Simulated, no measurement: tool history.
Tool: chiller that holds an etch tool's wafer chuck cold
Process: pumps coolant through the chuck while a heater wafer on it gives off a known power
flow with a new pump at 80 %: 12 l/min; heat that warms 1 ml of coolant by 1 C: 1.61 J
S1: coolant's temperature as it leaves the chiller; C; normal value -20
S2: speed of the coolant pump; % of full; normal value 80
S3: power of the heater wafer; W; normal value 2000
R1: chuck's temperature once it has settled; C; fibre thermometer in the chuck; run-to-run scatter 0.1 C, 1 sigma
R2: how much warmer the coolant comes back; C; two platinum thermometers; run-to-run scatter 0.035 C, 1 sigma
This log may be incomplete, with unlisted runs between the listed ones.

Run 1, day 0.000: usual settings. Result: R1 -1.2 C, R2 6.39 C.
Run 2, day 0.792: usual settings. Result: R1 -1.1 C, R2 6.40 C.
Run 3, day 1.888: usual settings. Result: R1 -1.2 C, R2 6.38 C.
Run 4, day 2.983: usual settings. Result: R1 -1.3 C, R2 6.43 C.
Run 5, day 3.838: usual settings. Result: R1 -1.4 C, R2 6.40 C.
Run 6, day 4.754: usual settings. Result: R1 -1.0 C, R2 6.40 C.
Run 7, day 5.583: usual settings but S3 2579 W. Result: R1 4.2 C, R2 8.26 C.
Run 8, day 6.621: usual settings. Result: R1 -1.2 C, R2 6.45 C.
Run 9, day 7.625: usual settings. Result: R1 -0.9 C, R2 6.42 C.
Run 10, day 8.642: usual settings. Result: R1 -1.1 C, R2 6.47 C.
Run 11, day 9.583: usual settings. Result: R1 -1.0 C, R2 6.49 C.
At day 9.896: coolant pump overhauled.
Run 12, day 10.492: usual settings. Result: R1 -0.8 C, R2 6.64 C.
Run 13, day 11.496: usual settings. Result: R1 -0.5 C, R2 6.53 C.
Run 14, day 12.746: usual settings. Result: R1 -0.6 C, R2 6.54 C.
Run 15, day 13.808: usual settings but S1 -12 C. Result: R1 7.1 C, R2 6.52 C.
At day 14.429: coolant changed, channels flushed.
Run 16, day 15.288: usual settings but S1 -12 C. Result: R1 6.2 C, R2 6.64 C.
Run 17, day 16.100: usual settings but S1 -19 C, S3 1656 W. Result: R1 -3.9 C, R2 5.48 C.
Run 18, day 16.688: usual settings but S1 -19 C, S3 1656 W. Result: R1 -3.9 C, R2 5.47 C.
At day 17.004: coolant pump overhauled, once more.
Run 19, day 17.708: usual settings but S1 -19 C, S3 1656 W. Result: R1 -4.8 C, R2 5.13 C.
Run 20, day 18.300: usual settings but S1 -16 C, S2 79 % of full. Result: R1 1.6 C, R2 6.29 C.
Run 21, day 19.354: usual settings but S3 2288 W. Result: R1 -0.1 C, R2 7.10 C.
Run 22, day 20.208: usual settings but S3 2288 W. Result: R1 -0.1 C, R2 7.04 C.
Run 23, day 20.871: usual settings but S3 1424 W. Result: R1 -7.6 C, R2 4.44 C.
Run 24, day 21.654: usual settings but S1 -24 C, S2 99 % of full. Result: R1 -9.4 C, R2 4.96 C.
Run 25, day 22.496: usual settings but S1 -23 C, S2 75 % of full, S3 2843 W. Result: R1 3.0 C, R2 9.45 C.
Run 26, day 23.325: usual settings but S1 -23 C, S2 86 % of full, S3 2056 W. Result: R1 -6.1 C, R2 5.89 C.
Run 27, day 24.567: usual settings but S1 -13 C, S3 2072 W. Result: R1 5.2 C, R2 6.45 C.
Run 28, day 25.333: usual settings but S1 -24 C, S2 99 % of full, S3 2072 W. Result: R1 -8.9 C, R2 5.20 C.
Run 29, day 26.058: usual settings but S1 -26 C, S2 74 % of full, S3 2487 W. Result: R1 -2.5 C, R2 8.42 C.
Run 30, day 27.338: usual settings but S2 93 % of full, S3 2026 W. Result: R1 -4.4 C, R2 5.31 C.
Run 31, day 27.950: usual settings but S2 61 % of full, S3 1856 W. Result: R1 0.5 C, R2 7.69 C.

Predict each of these 5 candidate next runs independently; none follows another, all start after run 31:
Run A, day 28.825: usual settings but S2 94 % of full, S3 2649 W. Result: R1 ?, R2 ?.
Run B, day 28.825: usual settings but S3 2283 W. Result: R1 ?, R2 ?.
Run C, day 28.825: usual settings but S1 -10 C, S2 73 % of full, S3 1008 W. Result: R1 ?, R2 ?.
Run D, day 28.825: usual settings but S1 -13 C, S2 97 % of full, S3 2124 W. Result: R1 ?, R2 ?.
Run E, day 28.825: usual settings but S2 84 % of full, S3 2271 W. Result: R1 ?, R2 ?.

run    R1    R2
  A   0.3  6.99
  B   0.0  7.12
  C  -0.4  3.43
  D   2.8  5.36
  E  -1.2  6.69
With no hidden state in the tool, these same runs would have given:
run    R1    R2
  A   0.0  6.93
  B  -0.3  7.06
  C  -0.5  3.40
  D   2.6  5.31
  E  -1.5  6.64
